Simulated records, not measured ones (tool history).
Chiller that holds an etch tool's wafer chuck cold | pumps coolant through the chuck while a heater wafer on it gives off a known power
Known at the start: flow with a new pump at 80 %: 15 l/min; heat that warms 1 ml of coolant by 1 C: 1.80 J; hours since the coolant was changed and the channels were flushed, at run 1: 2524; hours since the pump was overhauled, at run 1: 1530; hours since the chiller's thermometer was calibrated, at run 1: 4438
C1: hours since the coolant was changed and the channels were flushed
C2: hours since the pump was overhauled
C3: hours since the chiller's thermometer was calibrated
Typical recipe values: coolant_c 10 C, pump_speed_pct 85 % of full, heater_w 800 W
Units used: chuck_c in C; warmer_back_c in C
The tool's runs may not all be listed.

{"run": 1, "hour": 0.0, "coolant_c": 10, "pump_speed_pct": 85, "heater_w": 800, "C1": 2524, "C2": 1530, "C3": 4438, "chuck_c": 15.04, "warmer_back_c": 1.68}
{"run": 2, "hour": 35.4, "coolant_c": 10, "pump_speed_pct": 78, "heater_w": 800, "C1": 2560, "C2": 1566, "C3": 4474, "chuck_c": 15.1, "warmer_back_c": 1.83}
{"run": 3, "hour": 76.7, "coolant_c": 10, "pump_speed_pct": 78, "heater_w": 800, "C1": 2601, "C2": 1607, "C3": 4515, "chuck_c": 15.19, "warmer_back_c": 1.84}
{"run": 4, "hour": 106.3, "coolant_c": 10, "pump_speed_pct": 85, "heater_w": 727, "C1": 2631, "C2": 1636, "C3": 4545, "chuck_c": 14.54, "warmer_back_c": 1.57}
{"run": 5, "hour": 173.2, "coolant_c": 10, "pump_speed_pct": 85, "heater_w": 727, "C1": 2698, "C2": 1703, "C3": 4612, "chuck_c": 14.49, "warmer_back_c": 1.58}
{"run": 6, "hour": 239.7, "coolant_c": 10, "pump_speed_pct": 85, "heater_w": 727, "C1": 2764, "C2": 1770, "C3": 4678, "chuck_c": 14.47, "warmer_back_c": 1.59}
{"run": 7, "hour": 282.6, "coolant_c": 10, "pump_speed_pct": 85, "heater_w": 800, "C1": 2807, "C2": 1813, "C3": 4721, "chuck_c": 15.01, "warmer_back_c": 1.78}
{"run": 8, "hour": 343.0, "coolant_c": 10, "pump_speed_pct": 85, "heater_w": 800, "C1": 2867, "C2": 1873, "C3": 4781, "chuck_c": 15.16, "warmer_back_c": 1.8}
{"run": 9, "hour": 389.9, "coolant_c": 10, "pump_speed_pct": 85, "heater_w": 800, "C1": 2914, "C2": 1920, "C3": 4828, "chuck_c": 14.98, "warmer_back_c": 1.81}
{"run": 10, "hour": 421.3, "coolant_c": 10, "pump_speed_pct": 85, "heater_w": 800, "C1": 2946, "C2": 1951, "C3": 4860, "chuck_c": 14.97, "warmer_back_c": 1.8}
{"run": 11, "hour": 474.3, "coolant_c": 10, "pump_speed_pct": 85, "heater_w": 800, "C1": 2999, "C2": 2005, "C3": 4913, "chuck_c": 14.83, "warmer_back_c": 1.82}
{"run": 12, "hour": 503.0, "coolant_c": 16, "pump_speed_pct": 85, "heater_w": 800, "C1": 3027, "C2": 2033, "C3": 4941, "chuck_c": 20.92, "warmer_back_c": 1.86}
{"run": 13, "hour": 548.0, "coolant_c": 16, "pump_speed_pct": 85, "heater_w": 800, "C1": 3072, "C2": 2078, "C3": 4986, "chuck_c": 20.89, "warmer_back_c": 1.85}
{"run": 14, "hour": 591.9, "coolant_c": 16, "pump_speed_pct": 85, "heater_w": 800, "C1": 3116, "C2": 2122, "C3": 5030, "chuck_c": 20.94, "warmer_back_c": 1.88}
{"run": 15, "hour": 650.7, "coolant_c": 7, "pump_speed_pct": 85, "heater_w": 800, "C1": 3175, "C2": 2181, "C3": 5089, "chuck_c": 12.07, "warmer_back_c": 1.91}
{"run": 16, "hour": 681.4, "coolant_c": 10, "pump_speed_pct": 85, "heater_w": 597, "C1": 3206, "C2": 2212, "C3": 5120, "chuck_c": 13.8, "warmer_back_c": 1.47}

What will run 17 give?
{"hour": 695.8, "done": "chiller's thermometer calibrated"}
{"run": 17, "hour": 720.3, "coolant_c": 1, "pump_speed_pct": 96, "heater_w": 747, "C1": 3244, "C2": 2250, "C3": 24, "chuck_c": "?", "warmer_back_c": "?"}

{"run 17": {"chuck_c": 5.35, "warmer_back_c": 1.61}}
Minus the tool's unlogged condition, the same run would have read chuck_c 5.33 C, warmer_back_c 1.37 C.

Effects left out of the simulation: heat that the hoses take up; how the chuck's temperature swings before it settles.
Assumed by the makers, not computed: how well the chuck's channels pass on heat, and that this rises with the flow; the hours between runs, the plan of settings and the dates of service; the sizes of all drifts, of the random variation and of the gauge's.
